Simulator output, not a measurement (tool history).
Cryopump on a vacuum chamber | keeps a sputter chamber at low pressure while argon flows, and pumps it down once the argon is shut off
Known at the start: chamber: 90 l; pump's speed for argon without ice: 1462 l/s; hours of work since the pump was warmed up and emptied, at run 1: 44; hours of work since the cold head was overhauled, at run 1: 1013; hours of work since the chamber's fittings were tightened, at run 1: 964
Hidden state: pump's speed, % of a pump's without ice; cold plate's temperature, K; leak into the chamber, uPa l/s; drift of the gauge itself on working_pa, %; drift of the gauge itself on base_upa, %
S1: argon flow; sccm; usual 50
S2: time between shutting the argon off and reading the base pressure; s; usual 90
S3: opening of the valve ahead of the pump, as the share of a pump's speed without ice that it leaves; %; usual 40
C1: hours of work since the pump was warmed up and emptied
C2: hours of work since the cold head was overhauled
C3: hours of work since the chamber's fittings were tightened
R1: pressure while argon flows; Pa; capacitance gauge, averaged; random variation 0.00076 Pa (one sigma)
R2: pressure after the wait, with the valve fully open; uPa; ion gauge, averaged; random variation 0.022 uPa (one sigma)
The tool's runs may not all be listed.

run   hour  S1  S2  S3   C1    C2    C3      R1    R2
  1      0  50  90  40   44  1013   964   0.147  3.06
  2   42.8  50  90  40   76  1044   996  0.1476  3.02
  3   86.7  50  90  40  107  1076  1027  0.1476  3.31
  4  126.4  50  90  40  136  1105  1056  0.1505  3.28
  5  153.2  50  90  40  156  1124  1076  0.1503  3.41
  6  208.2  50  90  40  196  1164  1116  0.1522  3.68
  7  253.1  50  90  40  228  1197  1148  0.1506  3.69
  8  302.5  50  90  40  264  1233  1184  0.1547  3.95
  9  331.9  50  30  55  285  1254  1206  0.1149  4.83
     337.3  -- leaking fittings of the chamber tightened, without venting
 10    364  50  30  55  307  1276    19   0.116  1.58
 11  409.2  89  90  40  340  1309    52  0.2773  0.92
 12  440.1  53  42  38  363  1331    75  0.1761  1.45
 13  481.8  53  42  38  393  1362   105  0.1767  1.59
 14  531.1  76  39  20  429  1397   141  0.4648  1.73

Forecast each of these 5 alternatives for the next run:
     565.6  -- pump warmed up, emptied and cooled again
  A  565.6  91  126  15   0  1419  162   ?   ?
     565.6  -- pump warmed up, emptied and cooled again
  B  565.6  50   39  40   0  1419  162   ?   ?
     565.6  -- pump warmed up, emptied and cooled again
  C  565.6  24  140  47   0  1419  162   ?   ?
     565.6  -- pump warmed up, emptied and cooled again
  D  565.6  47   38  25   0  1419  162   ?   ?
     565.6  -- pump warmed up, emptied and cooled again
  E  565.6  85   87  40   0  1419  162   ?   ?

run      R1    R2
  A   0.708  0.97
  B  0.1471  1.68
  C  0.0603  0.97
  D  0.2189  1.63
  E  0.2472  1.13
Without the tool's hidden state the same runs would have given:
run      R1    R2
  A  0.7038   0.5
  B  0.1449  1.21
  C  0.0592   0.5
  D  0.2168  1.18
  E  0.2434  0.66
